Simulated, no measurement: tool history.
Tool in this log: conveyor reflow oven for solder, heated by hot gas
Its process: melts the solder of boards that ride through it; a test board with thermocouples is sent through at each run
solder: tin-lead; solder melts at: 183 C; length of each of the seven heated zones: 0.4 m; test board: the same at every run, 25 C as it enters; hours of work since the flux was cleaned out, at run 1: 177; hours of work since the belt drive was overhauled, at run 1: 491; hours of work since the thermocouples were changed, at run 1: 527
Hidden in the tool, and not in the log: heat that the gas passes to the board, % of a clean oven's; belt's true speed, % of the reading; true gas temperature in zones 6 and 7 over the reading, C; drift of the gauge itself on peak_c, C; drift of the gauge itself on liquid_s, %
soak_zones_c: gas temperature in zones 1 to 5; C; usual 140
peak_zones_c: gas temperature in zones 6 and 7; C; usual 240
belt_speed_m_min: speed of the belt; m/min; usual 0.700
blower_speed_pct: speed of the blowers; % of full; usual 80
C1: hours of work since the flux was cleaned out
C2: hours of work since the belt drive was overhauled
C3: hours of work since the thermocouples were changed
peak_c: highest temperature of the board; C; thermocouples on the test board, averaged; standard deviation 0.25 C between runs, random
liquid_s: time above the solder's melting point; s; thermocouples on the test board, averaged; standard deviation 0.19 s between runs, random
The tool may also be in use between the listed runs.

{"run": 1, "day": 0.0, "soak_zones_c": 140, "peak_zones_c": 240, "belt_speed_m_min": 0.7, "blower_speed_pct": 80, "C1": 177, "C2": 491, "C3": 527, "peak_c": 228.3, "liquid_s": 59.4}
{"run": 2, "day": 0.4, "soak_zones_c": 140, "peak_zones_c": 240, "belt_speed_m_min": 0.7, "blower_speed_pct": 80, "C1": 184, "C2": 499, "C3": 534, "peak_c": 228.4, "liquid_s": 59.2}
{"run": 3, "day": 0.696, "soak_zones_c": 130, "peak_zones_c": 240, "belt_speed_m_min": 0.7, "blower_speed_pct": 80, "C1": 190, "C2": 504, "C3": 540, "peak_c": 226.6, "liquid_s": 55.8}
{"run": 4, "day": 1.375, "soak_zones_c": 140, "peak_zones_c": 240, "belt_speed_m_min": 0.7, "blower_speed_pct": 80, "C1": 203, "C2": 517, "C3": 553, "peak_c": 228.0, "liquid_s": 59.3}
{"run": 5, "day": 1.738, "soak_zones_c": 140, "peak_zones_c": 240, "belt_speed_m_min": 0.7, "blower_speed_pct": 80, "C1": 210, "C2": 524, "C3": 560, "peak_c": 227.8, "liquid_s": 59.1}
{"run": 6, "day": 2.15, "soak_zones_c": 140, "peak_zones_c": 240, "belt_speed_m_min": 0.7, "blower_speed_pct": 80, "C1": 218, "C2": 532, "C3": 568, "peak_c": 228.1, "liquid_s": 59.5}
{"run": 7, "day": 2.608, "soak_zones_c": 140, "peak_zones_c": 240, "belt_speed_m_min": 0.747, "blower_speed_pct": 80, "C1": 227, "C2": 541, "C3": 577, "peak_c": 225.9, "liquid_s": 54.1}
{"run": 8, "day": 3.021, "soak_zones_c": 140, "peak_zones_c": 240, "belt_speed_m_min": 0.7, "blower_speed_pct": 80, "C1": 235, "C2": 549, "C3": 584, "peak_c": 228.0, "liquid_s": 59.3}
{"run": 9, "day": 3.696, "soak_zones_c": 140, "peak_zones_c": 238, "belt_speed_m_min": 0.7, "blower_speed_pct": 80, "C1": 248, "C2": 562, "C3": 597, "peak_c": 226.0, "liquid_s": 58.2}
{"run": 10, "day": 4.121, "soak_zones_c": 140, "peak_zones_c": 238, "belt_speed_m_min": 0.7, "blower_speed_pct": 80, "C1": 256, "C2": 570, "C3": 606, "peak_c": 225.9, "liquid_s": 58.3}
{"run": 11, "day": 4.588, "soak_zones_c": 140, "peak_zones_c": 238, "belt_speed_m_min": 0.7, "blower_speed_pct": 80, "C1": 265, "C2": 579, "C3": 614, "peak_c": 225.8, "liquid_s": 58.3}
{"run": 12, "day": 5.233, "soak_zones_c": 140, "peak_zones_c": 238, "belt_speed_m_min": 0.655, "blower_speed_pct": 80, "C1": 277, "C2": 591, "C3": 627, "peak_c": 227.8, "liquid_s": 63.4}
{"run": 13, "day": 5.725, "soak_zones_c": 140, "peak_zones_c": 238, "belt_speed_m_min": 0.655, "blower_speed_pct": 80, "C1": 287, "C2": 601, "C3": 636, "peak_c": 227.8, "liquid_s": 63.7}
{"run": 14, "day": 6.083, "soak_zones_c": 140, "peak_zones_c": 238, "belt_speed_m_min": 0.655, "blower_speed_pct": 80, "C1": 293, "C2": 607, "C3": 643, "peak_c": 227.9, "liquid_s": 63.5}
{"run": 15, "day": 6.483, "soak_zones_c": 140, "peak_zones_c": 240, "belt_speed_m_min": 0.577, "blower_speed_pct": 80, "C1": 301, "C2": 615, "C3": 651, "peak_c": 232.7, "liquid_s": 75.5}
{"run": 16, "day": 7.108, "soak_zones_c": 140, "peak_zones_c": 240, "belt_speed_m_min": 0.7, "blower_speed_pct": 80, "C1": 313, "C2": 627, "C3": 663, "peak_c": 228.0, "liquid_s": 59.5}
{"day": 7.55, "done": "thermocouples of zones 6 and 7 changed"}
{"run": 17, "day": 7.771, "soak_zones_c": 129, "peak_zones_c": 237, "belt_speed_m_min": 0.625, "blower_speed_pct": 80, "C1": 324, "C2": 638, "C3": 4, "peak_c": 225.2, "liquid_s": 61.6}
{"day": 8.262, "done": "flux residue cleaned out of gas plates and filters"}
{"run": 18, "day": 8.271, "soak_zones_c": 145, "peak_zones_c": 230, "belt_speed_m_min": 0.623, "blower_speed_pct": 54, "C1": 0, "C2": 644, "C3": 10, "peak_c": 216.5, "liquid_s": 60.4}
{"run": 19, "day": 8.962, "soak_zones_c": 138, "peak_zones_c": 240, "belt_speed_m_min": 0.623, "blower_speed_pct": 54, "C1": 13, "C2": 657, "C3": 23, "peak_c": 223.7, "liquid_s": 63.0}
{"run": 20, "day": 9.45, "soak_zones_c": 148, "peak_zones_c": 240, "belt_speed_m_min": 0.63, "blower_speed_pct": 54, "C1": 23, "C2": 666, "C3": 32, "peak_c": 225.4, "liquid_s": 67.4}
{"run": 21, "day": 9.854, "soak_zones_c": 148, "peak_zones_c": 240, "belt_speed_m_min": 0.63, "blower_speed_pct": 54, "C1": 31, "C2": 674, "C3": 40, "peak_c": 225.3, "liquid_s": 67.3}
{"run": 22, "day": 10.188, "soak_zones_c": 137, "peak_zones_c": 240, "belt_speed_m_min": 0.584, "blower_speed_pct": 55, "C1": 37, "C2": 681, "C3": 47, "peak_c": 226.1, "liquid_s": 68.9}
{"run": 23, "day": 10.654, "soak_zones_c": 145, "peak_zones_c": 240, "belt_speed_m_min": 0.804, "blower_speed_pct": 80, "C1": 46, "C2": 689, "C3": 55, "peak_c": 224.0, "liquid_s": 51.0}
{"run": 24, "day": 10.946, "soak_zones_c": 145, "peak_zones_c": 240, "belt_speed_m_min": 0.804, "blower_speed_pct": 80, "C1": 51, "C2": 695, "C3": 61, "peak_c": 224.3, "liquid_s": 50.8}
{"run": 25, "day": 11.288, "soak_zones_c": 145, "peak_zones_c": 240, "belt_speed_m_min": 0.804, "blower_speed_pct": 80, "C1": 58, "C2": 702, "C3": 68, "peak_c": 224.1, "liquid_s": 51.0}
{"day": 11.658, "done": "belt drive overhauled, speed set with a stopwatch"}
{"run": 26, "day": 11.833, "soak_zones_c": 136, "peak_zones_c": 237, "belt_speed_m_min": 0.804, "blower_speed_pct": 80, "C1": 65, "C2": 3, "C3": 75, "peak_c": 219.5, "liquid_s": 45.2}
{"run": 27, "day": 12.329, "soak_zones_c": 131, "peak_zones_c": 240, "belt_speed_m_min": 0.741, "blower_speed_pct": 80, "C1": 75, "C2": 13, "C3": 84, "peak_c": 224.4, "liquid_s": 50.7}
{"run": 28, "day": 12.783, "soak_zones_c": 131, "peak_zones_c": 240, "belt_speed_m_min": 0.7, "blower_speed_pct": 80, "C1": 83, "C2": 22, "C3": 93, "peak_c": 226.0, "liquid_s": 55.1}
{"run": 29, "day": 13.179, "soak_zones_c": 131, "peak_zones_c": 240, "belt_speed_m_min": 0.571, "blower_speed_pct": 85, "C1": 91, "C2": 29, "C3": 101, "peak_c": 232.1, "liquid_s": 72.6}
{"run": 30, "day": 13.804, "soak_zones_c": 152, "peak_zones_c": 248, "belt_speed_m_min": 0.726, "blower_speed_pct": 72, "C1": 103, "C2": 41, "C3": 113, "peak_c": 233.2, "liquid_s": 62.5}
{"run": 31, "day": 14.329, "soak_zones_c": 152, "peak_zones_c": 248, "belt_speed_m_min": 0.726, "blower_speed_pct": 72, "C1": 113, "C2": 51, "C3": 123, "peak_c": 233.1, "liquid_s": 62.4}

Predict each of these 3 candidate next runs independently; none follows another, all start after run 31:
{"run": "A", "day": 14.762, "soak_zones_c": 140, "peak_zones_c": 240, "belt_speed_m_min": 0.7, "blower_speed_pct": 90, "C1": 121, "C2": 60, "C3": 131, "peak_c": "?", "liquid_s": "?"}
{"run": "B", "day": 14.762, "soak_zones_c": 143, "peak_zones_c": 237, "belt_speed_m_min": 0.7, "blower_speed_pct": 50, "C1": 121, "C2": 60, "C3": 131, "peak_c": "?", "liquid_s": "?"}
{"run": "C", "day": 14.762, "soak_zones_c": 152, "peak_zones_c": 248, "belt_speed_m_min": 0.726, "blower_speed_pct": 55, "C1": 121, "C2": 60, "C3": 131, "peak_c": "?", "liquid_s": "?"}

run=A peak_c=228.9 liquid_s=59.4
run=B peak_c=216.2 liquid_s=51.2
run=C peak_c=227.6 liquid_s=60.3
Had the tool no hidden state, the same runs would have come out as:
run=A peak_c=229.5 liquid_s=59.7
run=B peak_c=216.7 liquid_s=51.7
run=C peak_c=228.2 liquid_s=60.5

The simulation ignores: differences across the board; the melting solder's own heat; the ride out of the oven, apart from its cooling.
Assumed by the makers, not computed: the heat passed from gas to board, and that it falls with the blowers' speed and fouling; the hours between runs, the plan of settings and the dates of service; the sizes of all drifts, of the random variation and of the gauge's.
